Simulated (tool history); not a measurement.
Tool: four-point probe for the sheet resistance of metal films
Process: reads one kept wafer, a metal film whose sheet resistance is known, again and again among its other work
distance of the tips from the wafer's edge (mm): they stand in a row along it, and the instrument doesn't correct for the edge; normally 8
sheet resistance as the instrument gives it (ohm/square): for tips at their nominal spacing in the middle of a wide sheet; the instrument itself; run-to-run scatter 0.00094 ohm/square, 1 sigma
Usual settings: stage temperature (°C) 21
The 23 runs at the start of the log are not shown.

run,hour,stage temperature (°C),distance of the tips from the wafer's edge (mm),sheet resistance as the instrument gives it (ohm/square)
24,555.9,25,5,4.741897
25,581.0,33,33,4.733585
26,613.8,21,69,4.708440
27,638.3,21,69,4.709129
28,665.3,28,5,4.748104
29,684.3,28,5,4.750172
30,705.4,28,5,4.750236
31,740.9,21,15,4.712359

Consider 5 possible next runs. They are alternatives, not a sequence: every one starts from the tool as it was left by run 31. What does each give?
A,773.9,21,31,?
B,773.9,24,8,?
C,773.9,21,9,?
D,773.9,26,15,?
E,773.9,26,6,?

run,sheet resistance as the instrument gives it (ohm/square)
A,4.708665
B,4.726627
C,4.717281
D,4.722353
E,4.738372
Stripped of hidden state, with their random variation kept, the same runs would have yielded:
run,sheet resistance as the instrument gives it (ohm/square)
A,4.708742
B,4.726704
C,4.717358
D,4.722429
E,4.738448

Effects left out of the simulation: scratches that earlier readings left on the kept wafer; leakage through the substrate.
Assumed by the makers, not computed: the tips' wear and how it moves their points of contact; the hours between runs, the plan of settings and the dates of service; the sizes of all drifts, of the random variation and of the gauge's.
